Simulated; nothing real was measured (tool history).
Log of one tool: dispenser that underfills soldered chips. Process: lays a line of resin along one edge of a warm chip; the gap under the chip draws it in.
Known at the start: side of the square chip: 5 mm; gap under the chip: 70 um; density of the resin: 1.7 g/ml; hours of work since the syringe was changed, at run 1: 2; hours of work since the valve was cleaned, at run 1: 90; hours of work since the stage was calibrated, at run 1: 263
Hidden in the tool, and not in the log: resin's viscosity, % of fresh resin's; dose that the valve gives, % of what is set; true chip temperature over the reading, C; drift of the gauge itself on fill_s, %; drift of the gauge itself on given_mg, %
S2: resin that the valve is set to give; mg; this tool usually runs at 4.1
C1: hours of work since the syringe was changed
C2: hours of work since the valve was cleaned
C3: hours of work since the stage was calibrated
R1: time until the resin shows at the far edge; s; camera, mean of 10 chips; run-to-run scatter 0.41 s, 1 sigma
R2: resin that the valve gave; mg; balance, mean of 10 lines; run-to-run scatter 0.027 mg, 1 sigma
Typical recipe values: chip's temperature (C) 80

{"run": 1, "hour": 0.0, "chip's temperature (C)": 80, "S2": 4.1, "C1": 2, "C2": 90, "C3": 263, "R1": 29.9, "R2": 3.9}
{"hour": 4.3, "done": "new syringe of resin"}
{"run": 2, "hour": 7.8, "chip's temperature (C)": 80, "S2": 4.1, "C1": 3, "C2": 96, "C3": 269, "R1": 30.5, "R2": 3.82}
{"hour": 12.1, "done": "new syringe of resin"}
{"hour": 19.5, "done": "new syringe of resin"}
{"run": 3, "hour": 19.9, "chip's temperature (C)": 80, "S2": 3.58, "C1": 0, "C2": 105, "C3": 278, "R1": 26.5, "R2": 3.36}
{"hour": 26.9, "done": "new syringe of resin"}
{"run": 4, "hour": 31.7, "chip's temperature (C)": 94, "S2": 3.58, "C1": 4, "C2": 114, "C3": 287, "R1": 18.9, "R2": 3.26}
{"hour": 34.7, "done": "new syringe of resin"}
{"run": 5, "hour": 39.6, "chip's temperature (C)": 82, "S2": 4.1, "C1": 4, "C2": 119, "C3": 293, "R1": 29.9, "R2": 3.73}
{"hour": 42.0, "done": "new syringe of resin"}
{"hour": 49.2, "done": "new syringe of resin"}
{"run": 6, "hour": 51.5, "chip's temperature (C)": 82, "S2": 4.1, "C1": 2, "C2": 128, "C3": 301, "R1": 26.2, "R2": 3.73}
{"hour": 57.2, "done": "new syringe of resin"}
{"hour": 64.6, "done": "new syringe of resin"}
{"run": 7, "hour": 64.6, "chip's temperature (C)": 82, "S2": 4.1, "C1": 0, "C2": 138, "C3": 311, "R1": 23.2, "R2": 3.72}
{"hour": 72.4, "done": "new syringe of resin"}
{"run": 8, "hour": 75.3, "chip's temperature (C)": 82, "S2": 4.1, "C1": 2, "C2": 146, "C3": 319, "R1": 25.8, "R2": 3.69}
{"hour": 79.0, "done": "dispensing valve cleaned and set on the balance"}
{"hour": 81.2, "done": "new syringe of resin"}
{"run": 9, "hour": 87.1, "chip's temperature (C)": 82, "S2": 4.1, "C1": 5, "C2": 6, "C3": 328, "R1": 30.9, "R2": 4.08}
{"hour": 88.7, "done": "new syringe of resin"}
{"hour": 96.0, "done": "new syringe of resin"}
{"run": 10, "hour": 96.0, "chip's temperature (C)": 82, "S2": 4.1, "C1": 0, "C2": 13, "C3": 334, "R1": 22.6, "R2": 4.06}
{"run": 11, "hour": 102.5, "chip's temperature (C)": 71, "S2": 4.1, "C1": 5, "C2": 18, "C3": 339, "R1": 52.2, "R2": 4.07}
{"hour": 103.4, "done": "new syringe of resin"}
{"run": 12, "hour": 109.3, "chip's temperature (C)": 71, "S2": 4.1, "C1": 5, "C2": 23, "C3": 344, "R1": 50.6, "R2": 4.04}
{"hour": 110.7, "done": "new syringe of resin"}
{"hour": 118.3, "done": "new syringe of resin"}
{"run": 13, "hour": 120.1, "chip's temperature (C)": 80, "S2": 4.1, "C1": 1, "C2": 31, "C3": 352, "R1": 26.5, "R2": 4.05}
{"hour": 125.9, "done": "new syringe of resin"}
{"run": 14, "hour": 127.9, "chip's temperature (C)": 80, "S2": 4.1, "C1": 2, "C2": 37, "C3": 358, "R1": 27, "R2": 4.01}
{"hour": 133.1, "done": "new syringe of resin"}
{"run": 15, "hour": 138.1, "chip's temperature (C)": 80, "S2": 4.1, "C1": 4, "C2": 44, "C3": 366, "R1": 32.5, "R2": 3.99}
{"hour": 140.3, "done": "new syringe of resin"}
{"run": 16, "hour": 144.7, "chip's temperature (C)": 80, "S2": 4.1, "C1": 3, "C2": 49, "C3": 371, "R1": 31.1, "R2": 3.99}
{"hour": 147.7, "done": "new syringe of resin"}
{"hour": 155.0, "done": "new syringe of resin"}
{"run": 17, "hour": 157.3, "chip's temperature (C)": 80, "S2": 4.1, "C1": 2, "C2": 59, "C3": 380, "R1": 27.4, "R2": 3.91}
{"hour": 162.2, "done": "new syringe of resin"}
{"hour": 169.7, "done": "new syringe of resin"}
{"run": 18, "hour": 170.1, "chip's temperature (C)": 67, "S2": 4.57, "C1": 0, "C2": 68, "C3": 390, "R1": 42.3, "R2": 4.36}
{"run": 19, "hour": 175.5, "chip's temperature (C)": 67, "S2": 4.57, "C1": 5, "C2": 72, "C3": 394, "R1": 57.7, "R2": 4.38}
{"hour": 176.9, "done": "new syringe of resin"}
{"hour": 184.0, "done": "new syringe of resin"}
{"run": 20, "hour": 188.6, "chip's temperature (C)": 81, "S2": 4.1, "C1": 4, "C2": 82, "C3": 404, "R1": 28.7, "R2": 3.9}
{"hour": 191.2, "done": "new syringe of resin"}
{"run": 21, "hour": 195.3, "chip's temperature (C)": 72, "S2": 4.59, "C1": 3, "C2": 87, "C3": 409, "R1": 43, "R2": 4.33}
{"hour": 198.7, "done": "new syringe of resin"}
{"hour": 206.2, "done": "new syringe of resin"}
{"run": 22, "hour": 206.2, "chip's temperature (C)": 72, "S2": 4.59, "C1": 0, "C2": 95, "C3": 417, "R1": 33.4, "R2": 4.29}
{"hour": 210.0, "done": "stage's temperature calibrated"}
{"run": 23, "hour": 213.1, "chip's temperature (C)": 72, "S2": 4.59, "C1": 5, "C2": 100, "C3": 2, "R1": 51.5, "R2": 4.28}
{"hour": 214.6, "done": "new syringe of resin"}
{"run": 24, "hour": 219.0, "chip's temperature (C)": 72, "S2": 4.59, "C1": 3, "C2": 104, "C3": 7, "R1": 48.8, "R2": 4.28}
{"hour": 221.9, "done": "new syringe of resin"}
{"run": 25, "hour": 227.8, "chip's temperature (C)": 93, "S2": 4.4, "C1": 5, "C2": 111, "C3": 13, "R1": 20.4, "R2": 4.02}
{"hour": 229.1, "done": "new syringe of resin"}
{"hour": 236.3, "done": "new syringe of resin"}
{"run": 26, "hour": 239.2, "chip's temperature (C)": 84, "S2": 5.17, "C1": 2, "C2": 119, "C3": 22, "R1": 26.5, "R2": 4.73}
{"hour": 243.6, "done": "new syringe of resin"}
{"run": 27, "hour": 245.6, "chip's temperature (C)": 76, "S2": 4.1, "C1": 2, "C2": 124, "C3": 27, "R1": 36.6, "R2": 3.72}
{"hour": 251.3, "done": "new syringe of resin"}
{"hour": 258.5, "done": "new syringe of resin"}
{"run": 28, "hour": 258.6, "chip's temperature (C)": 69, "S2": 4.09, "C1": 0, "C2": 134, "C3": 36, "R1": 45.8, "R2": 3.72}
{"run": 29, "hour": 264.0, "chip's temperature (C)": 72, "S2": 4.58, "C1": 4, "C2": 138, "C3": 41, "R1": 51.4, "R2": 4.1}
{"hour": 265.8, "done": "new syringe of resin"}
{"hour": 273.2, "done": "new syringe of resin"}
{"run": 30, "hour": 274.9, "chip's temperature (C)": 72, "S2": 4.58, "C1": 1, "C2": 146, "C3": 49, "R1": 42.3, "R2": 4.08}
{"hour": 278.5, "done": "dispensing valve cleaned and set on the balance"}
{"hour": 281.8, "done": "new syringe of resin"}
{"run": 31, "hour": 285.9, "chip's temperature (C)": 77, "S2": 5.05, "C1": 3, "C2": 6, "C3": 56, "R1": 37.1, "R2": 5.03}
{"hour": 289.4, "done": "new syringe of resin"}
{"hour": 296.8, "done": "new syringe of resin"}
{"run": 32, "hour": 298.0, "chip's temperature (C)": 79, "S2": 3.87, "C1": 1, "C2": 15, "C3": 65, "R1": 30, "R2": 3.82}
{"hour": 304.3, "done": "new syringe of resin"}
{"run": 33, "hour": 306.2, "chip's temperature (C)": 83, "S2": 5.03, "C1": 1, "C2": 21, "C3": 71, "R1": 25.4, "R2": 4.95}

Each run again, without the hidden state but with its own random variation kept:
run=1 R1=27.3 R2=4.16
run=2 R1=27.8 R2=4.1
run=3 R1=27.8 R2=3.62
run=4 R1=15.5 R2=3.54
run=5 R1=25 R2=4.07
run=6 R1=25.1 R2=4.1
run=7 R1=25.3 R2=4.11
run=8 R1=24.4 R2=4.1
run=9 R1=25.3 R2=4.1
run=10 R1=24.8 R2=4.09
run=11 R1=40.5 R2=4.11
run=12 R1=41.5 R2=4.1
run=13 R1=26.9 R2=4.14
run=14 R1=27.1 R2=4.12
run=15 R1=27.5 R2=4.11
run=16 R1=27.4 R2=4.13
run=17 R1=27.4 R2=4.08
run=18 R1=48.2 R2=4.57
run=19 R1=49.1 R2=4.61
run=20 R1=25.3 R2=4.13
run=21 R1=39.4 R2=4.61
run=22 R1=38.6 R2=4.59
run=23 R1=37.2 R2=4.6
run=24 R1=38.6 R2=4.61
run=25 R1=15.2 R2=4.36
run=26 R1=22.7 R2=5.15
run=27 R1=32.6 R2=4.07
run=28 R1=45.2 R2=4.1
run=29 R1=38 R2=4.54
run=30 R1=39 R2=4.54
run=31 R1=30.3 R2=5.04
run=32 R1=28.8 R2=3.86
run=33 R1=23.2 R2=5.02
